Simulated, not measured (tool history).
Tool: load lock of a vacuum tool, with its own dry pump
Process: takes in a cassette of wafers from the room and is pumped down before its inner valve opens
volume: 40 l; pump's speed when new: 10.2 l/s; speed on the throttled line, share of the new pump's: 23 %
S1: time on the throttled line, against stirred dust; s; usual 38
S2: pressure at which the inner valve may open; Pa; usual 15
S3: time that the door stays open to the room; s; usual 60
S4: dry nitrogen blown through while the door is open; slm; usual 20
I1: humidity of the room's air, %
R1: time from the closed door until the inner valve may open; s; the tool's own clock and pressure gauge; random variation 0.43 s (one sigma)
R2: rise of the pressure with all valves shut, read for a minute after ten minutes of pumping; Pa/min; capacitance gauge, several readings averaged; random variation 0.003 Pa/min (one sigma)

run      day  S1  S2   S3  S4    I1    R1     R2
  1    0.000  38  15   60  20  44.2  63.0  0.032
  2    7.971  38  15   60  20  45.8  63.5  0.030
  3   26.525  38  15   60  20  41.3  64.4  0.029
  4   35.104  38  15  237  20  47.4  64.0  0.069
  5   45.171  38  15  237  20  47.2  64.0  0.069
  6   63.029  38  15   60  24  42.3  63.7  0.030
  7   73.992  38  15   60  24  46.4  63.6  0.028
  8   90.392  38  15   60  24  42.2  64.5  0.027
  9  101.362  38  15   60  44  43.7  64.3  0.024
 10  117.312  38  15   60  44  46.4  63.3  0.024
 11  126.112  38  15   60  44  47.2  63.8  0.024
 12  140.004  38  15   60  44  43.8  63.7  0.021
 13  148.188  38  15   60  44  45.1  63.8  0.017
 14  162.438  38  15   60  44  45.3  63.9  0.019
 15  178.717  38  15   60  20  47.7  64.6  0.030
 16  189.642  38  15   60  20  41.9  64.7  0.032
 17  202.933  38  15   60  20  42.5  63.7  0.023
 18  216.312  38  15   63  20  45.6  63.5  0.031
 19  232.979  38  11   63  15  48.4  65.3  0.032
 20  241.258  34  21  114  20  47.2  59.8  0.043
 21  249.900  34  21  114  42  44.4  59.8  0.029
 22  261.771  38  13   60  43  38.7  64.8  0.023
 23  274.933  38  13   60  43  47.2  64.6  0.024
 24  282.779  33  10   60  20  41.3  61.5  0.026
 25  298.825  33  10  159  20  42.4  61.9  0.048
 26  309.617  33  10  159  20  42.9  61.4  0.047
 27  324.050  24  10   48  12  46.5  55.0  0.029
 28  332.142  24  25   48   7  47.1  51.4  0.036
 29  339.929  62  21   65  22  44.4  81.2  0.026
 30  348.221  38  25   60  20  48.6  61.1  0.031
 31  364.717  38  25   60  20  45.0  61.7  0.035
 32  383.442  38  25   60  20  46.2  61.9  0.030
 33  398.912  38  25   60  20  48.0  62.5  0.032
 34  417.967  38  25   60  20  45.0  61.9  0.028
 35  428.158  38  21   60  12  45.4  61.9  0.039

Not shown: 2 entries that the log had between the listed runs. Between which runs, and how does the tool's hidden state differ before and after?
Between runs 18 and 19: dry pump taken out, an overhauled one fitted (day 232.979)
  pump's speed, % of a new pump's: 99.9 -> 100; leak at the door's seal, Pa l/s: 0.0025 -> 0.0026
Between runs 33 and 34: door's seal changed, seat wiped (day 403.367)
  leak at the door's seal, Pa l/s: 0.003 -> 0.002
